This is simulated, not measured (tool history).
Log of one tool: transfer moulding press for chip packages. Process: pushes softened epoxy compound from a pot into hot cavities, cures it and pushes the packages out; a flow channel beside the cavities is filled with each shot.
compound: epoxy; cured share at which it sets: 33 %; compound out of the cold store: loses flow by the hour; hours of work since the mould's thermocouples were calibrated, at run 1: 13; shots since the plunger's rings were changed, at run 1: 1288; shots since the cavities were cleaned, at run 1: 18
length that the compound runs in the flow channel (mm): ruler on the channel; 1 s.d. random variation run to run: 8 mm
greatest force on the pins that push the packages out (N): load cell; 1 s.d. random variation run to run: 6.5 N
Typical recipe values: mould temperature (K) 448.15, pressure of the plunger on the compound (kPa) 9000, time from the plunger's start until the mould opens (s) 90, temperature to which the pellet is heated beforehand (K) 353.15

run,hour,mould temperature (K),pressure of the plunger on the compound (kPa),time from the plunger's start until the mould opens (s),temperature to which the pellet is heated beforehand (K),hours of work since the mould's thermocouples were calibrated,shots since the plunger's rings were changed,shots since the cavities were cleaned,incoming compound's hours out of the cold store,length that the compound runs in the flow channel (mm),greatest force on the pins that push the packages out (N)
1,0.0,448.15,9000,90,353.15,13,1288,18,24.1,906,274
2,9.4,448.15,6950,90,353.15,17,1366,96,46.2,713,295
3,17.9,448.15,6950,90,353.15,21,1436,166,40.4,742,318
4,28.3,448.15,9000,114,353.15,25,1523,253,39.0,842,316
5,39.3,448.15,9000,114,352.15,30,1614,344,41.8,828,337
6,49.3,448.15,9000,114,352.15,34,1696,426,40.7,836,353
# hour 57.9: cavities cleaned with cleaning compound and waxed
7,62.3,448.15,9000,114,352.15,39,1792,36,9.0,972,250
8,73.5,448.15,9000,90,353.15,44,1885,129,40.0,852,308
9,83.1,448.15,9000,90,353.15,48,1964,208,28.2,873,335
10,92.5,448.15,9000,90,353.15,52,2042,286,18.1,939,381
11,103.9,448.15,9000,90,346.15,57,2137,381,45.5,806,368
12,109.6,448.15,9000,90,346.15,60,2185,429,42.2,815,391
# hour 118.2: cavities cleaned with cleaning compound and waxed
13,119.5,448.15,9000,90,345.15,63,2254,11,43.8,801,266
14,128.9,448.15,9000,90,345.15,67,2332,89,17.1,926,312
15,134.4,448.15,9000,90,345.15,70,2377,134,24.3,894,310
16,142.5,448.15,7150,106,353.15,73,2445,202,22.9,802,301
17,148.9,448.15,7150,106,353.15,76,2497,254,28.4,786,332
18,159.9,442.15,7150,94,353.15,81,2589,346,21.1,821,492
19,170.3,448.15,7940,90,353.15,85,2675,432,41.8,764,413
# hour 178.1: cavities cleaned with cleaning compound and waxed
20,179.8,447.15,9700,90,353.15,88,2742,14,46.9,828,287
21,187.2,447.15,9700,90,353.15,92,2803,75,29.2,900,309
22,194.5,447.15,10060,107,353.15,95,2863,135,15.7,971,285
23,205.8,447.15,10060,130,353.15,100,2957,229,17.0,974,313
24,211.2,449.15,9230,90,353.15,102,3002,274,12.6,938,358
25,218.4,448.15,10570,90,353.15,105,3062,334,20.5,971,380
26,223.8,448.15,10170,90,357.15,107,3107,379,39.6,847,387
27,233.9,448.15,9000,120,344.15,112,3190,462,20.5,900,362
# hour 238.0: cavities cleaned with cleaning compound and waxed
28,241.2,448.15,9000,120,344.15,114,3239,27,40.4,818,229
29,246.6,448.15,7540,120,344.15,116,3283,71,19.0,825,255

Forecast each of these 3 alternatives for the next run:
A,252.3,444.15,9270,120,345.15,119,3331,119,20.6,?,?
B,252.3,441.15,9000,78,353.15,119,3331,119,22.8,?,?
C,252.3,448.15,8430,120,344.15,119,3331,119,44.2,?,?

run,length that the compound runs in the flow channel (mm),greatest force on the pins that push the packages out (N)
A,926,289
B,905,667
C,764,271
The same runs, with their run-to-run variation unchanged, on a tool lacking any hidden condition would have given:
run,length that the compound runs in the flow channel (mm),greatest force on the pins that push the packages out (N)
A,997,240
B,974,561
C,822,224
